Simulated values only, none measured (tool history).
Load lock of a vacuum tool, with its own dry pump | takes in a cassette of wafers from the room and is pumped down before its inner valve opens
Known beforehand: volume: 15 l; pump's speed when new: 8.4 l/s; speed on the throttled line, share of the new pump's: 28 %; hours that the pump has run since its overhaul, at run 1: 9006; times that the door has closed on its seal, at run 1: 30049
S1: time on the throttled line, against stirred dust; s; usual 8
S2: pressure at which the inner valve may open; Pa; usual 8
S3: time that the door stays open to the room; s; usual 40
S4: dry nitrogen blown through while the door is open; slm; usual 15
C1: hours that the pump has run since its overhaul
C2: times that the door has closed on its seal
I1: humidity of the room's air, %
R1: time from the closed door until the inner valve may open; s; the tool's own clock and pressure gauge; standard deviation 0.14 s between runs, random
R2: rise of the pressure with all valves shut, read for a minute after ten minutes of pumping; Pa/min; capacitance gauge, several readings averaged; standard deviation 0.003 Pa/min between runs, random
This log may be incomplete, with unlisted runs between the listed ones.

Run 1, day 0.000: usual settings; C1 9006; C2 30049; I1 46.2. Result: R1 25.3 s, R2 0.293 Pa/min.
Run 2, day 5.762: usual settings but S4 19 slm; C1 9144; C2 30721; I1 46.0. Result: R1 25.2 s, R2 0.298 Pa/min.
Run 3, day 15.746: usual settings; C1 9384; C2 31886; I1 44.0. Result: R1 25.1 s, R2 0.313 Pa/min.
Run 4, day 21.592: usual settings; C1 9524; C2 32569; I1 49.4. Result: R1 25.4 s, R2 0.329 Pa/min.
Run 5, day 28.142: usual settings; C1 9681; C2 33333; I1 42.4. Result: R1 25.1 s, R2 0.324 Pa/min.
At day 33.762: dry pump taken out, an overhauled one fitted.
Run 6, day 33.967: usual settings but S4 35 slm; C1 5; C2 33984; I1 43.6. Result: R1 22.8 s, R2 0.330 Pa/min.
Run 7, day 40.229: usual settings but S3 183 s; C1 155; C2 34714; I1 45.7. Result: R1 22.7 s, R2 0.386 Pa/min.
Run 8, day 49.875: usual settings but S3 183 s; C1 387; C2 35840; I1 46.7. Result: R1 22.9 s, R2 0.415 Pa/min.
Run 9, day 60.050: usual settings but S3 178 s; C1 631; C2 37028; I1 44.9. Result: R1 23.1 s, R2 0.415 Pa/min.
Run 10, day 68.283: usual settings but S3 178 s; C1 828; C2 37988; I1 46.8. Result: R1 23.0 s, R2 0.437 Pa/min.
Run 11, day 76.888: usual settings but S2 7 Pa; C1 1035; C2 38993; I1 46.6. Result: R1 23.4 s, R2 0.422 Pa/min.
Run 12, day 86.088: usual settings but S2 7 Pa, S4 23 slm; C1 1256; C2 40066; I1 47.7. Result: R1 23.6 s, R2 0.433 Pa/min.
Run 13, day 97.550: usual settings but S2 7 Pa, S4 23 slm; C1 1531; C2 41404; I1 46.1. Result: R1 23.1 s, R2 0.437 Pa/min.
Run 14, day 109.242: usual settings but S2 7 Pa, S4 23 slm; C1 1812; C2 42769; I1 45.2. Result: R1 23.4 s, R2 0.464 Pa/min.
Run 15, day 118.296: usual settings but S4 16 slm; C1 2029; C2 43825; I1 49.5. Result: R1 23.3 s, R2 0.490 Pa/min.
Run 16, day 129.738: usual settings but S4 16 slm; C1 2303; C2 45160; I1 43.5. Result: R1 23.2 s, R2 0.513 Pa/min.
Run 17, day 135.792: usual settings but S4 16 slm; C1 2449; C2 45867; I1 45.4. Result: R1 23.5 s, R2 0.520 Pa/min.
Run 18, day 146.479: usual settings but S3 186 s; C1 2705; C2 47114; I1 44.2. Result: R1 23.4 s, R2 0.593 Pa/min.
Run 19, day 155.746: usual settings but S3 186 s; C1 2928; C2 48196; I1 46.9. Result: R1 23.5 s, R2 0.603 Pa/min.
Run 20, day 164.692: usual settings but S3 186 s; C1 3142; C2 49239; I1 46.6. Result: R1 23.8 s, R2 0.642 Pa/min.
Run 21, day 171.812: usual settings but S1 5 s, S2 7 Pa, S3 186 s; C1 3313; C2 50071; I1 46.1. Result: R1 21.7 s, R2 0.650 Pa/min.
Run 22, day 180.942: usual settings but S1 5 s, S2 7 Pa, S3 138 s, S4 40 slm; C1 3532; C2 51136; I1 45.2. Result: R1 22.0 s, R2 0.625 Pa/min.
Run 23, day 190.829: usual settings but S1 5 s, S2 7 Pa, S3 138 s, S4 17 slm; C1 3770; C2 52290; I1 46.0. Result: R1 22.0 s, R2 0.680 Pa/min.
Run 24, day 196.388: usual settings but S1 5 s, S2 7 Pa, S3 138 s, S4 17 slm; C1 3903; C2 52938; I1 42.4. Result: R1 22.0 s, R2 0.691 Pa/min.
At day 197.896: door's seal changed, seat wiped.
Run 25, day 204.225: usual settings but S1 5 s, S2 7 Pa, S3 138 s, S4 17 slm; C1 4090; C2 738; I1 49.2. Result: R1 21.9 s, R2 0.070 Pa/min.
Run 26, day 212.517: usual settings but S1 5 s, S2 7 Pa, S3 138 s, S4 17 slm; C1 4289; C2 1706; I1 43.2. Result: R1 22.0 s, R2 0.065 Pa/min.
Run 27, day 218.708: usual settings but S1 5 s, S2 7 Pa, S3 77 s, S4 16 slm; C1 4437; C2 2428; I1 47.5. Result: R1 22.1 s, R2 0.061 Pa/min.
Run 28, day 223.775: usual settings but S2 6 Pa, S3 63 s; C1 4559; C2 3019; I1 48.6. Result: R1 24.6 s, R2 0.060 Pa/min.
Run 29, day 235.492: usual settings but S2 6 Pa, S3 63 s; C1 4840; C2 4387; I1 46.8. Result: R1 24.5 s, R2 0.065 Pa/min.
Run 30, day 247.450: usual settings but S1 7 s, S2 9 Pa, S3 63 s, S4 6 slm; C1 5127; C2 5782; I1 46.7. Result: R1 23.2 s, R2 0.086 Pa/min.
Run 31, day 252.692: usual settings but S1 7 s, S2 9 Pa, S3 63 s, S4 6 slm; C1 5253; C2 6394; I1 43.4. Result: R1 23.1 s, R2 0.088 Pa/min.
Run 32, day 263.354: usual settings but S1 5 s, S2 15 Pa, S3 122 s, S4 5 slm; C1 5509; C2 7639; I1 47.0. Result: R1 21.0 s, R2 0.125 Pa/min.
Run 33, day 273.125: usual settings but S1 7 s, S2 16 Pa, S4 42 slm; C1 5743; C2 8779; I1 42.4. Result: R1 22.0 s, R2 0.065 Pa/min.
Run 34, day 280.454: usual settings but S1 7 s, S2 16 Pa, S4 42 slm; C1 5919; C2 9634; I1 44.6. Result: R1 22.3 s, R2 0.073 Pa/min.
Run 35, day 287.996: usual settings but S1 7 s, S2 16 Pa, S4 42 slm; C1 6100; C2 10514; I1 45.0. Result: R1 22.1 s, R2 0.076 Pa/min.
Run 36, day 295.467: usual settings but S1 7 s, S2 12 Pa, S3 82 s, S4 7 slm; C1 6279; C2 11386; I1 44.8. Result: R1 23.2 s, R2 0.131 Pa/min.
Run 37, day 304.567: usual settings but S1 7 s, S2 12 Pa, S3 82 s, S4 7 slm; C1 6498; C2 12448; I1 39.2. Result: R1 22.8 s, R2 0.118 Pa/min.

4 ways to go on from here, each from the tool as it stands after run 37. What would each give?
Run A, day 315.104: usual settings but S2 7 Pa; C1 6751; C2 13678; I1 44.9. Result: R1 ?, R2 ?.
Run B, day 315.104: usual settings but S3 104 s, S4 44 slm; C1 6751; C2 13678; I1 43.6. Result: R1 ?, R2 ?.
Run C, day 315.104: usual settings but S1 7 s, S2 12 Pa, S3 51 s, S4 8 slm; C1 6751; C2 13678; I1 44.1. Result: R1 ?, R2 ?.
Run D, day 315.104: usual settings but S1 7 s, S2 12 Pa, S3 82 s, S4 7 slm; C1 6751; C2 13678; I1 49.3. Result: R1 ?, R2 ?.

run    R1     R2
  A  25.1  0.120
  B  24.9  0.114
  C  23.3  0.131
  D  23.1  0.152
Take away the tool's hidden state, keep each run's random variation, and the runs would have read:
run    R1     R2
  A  23.2  0.042
  B  23.1  0.037
  C  21.5  0.052
  D  21.2  0.075

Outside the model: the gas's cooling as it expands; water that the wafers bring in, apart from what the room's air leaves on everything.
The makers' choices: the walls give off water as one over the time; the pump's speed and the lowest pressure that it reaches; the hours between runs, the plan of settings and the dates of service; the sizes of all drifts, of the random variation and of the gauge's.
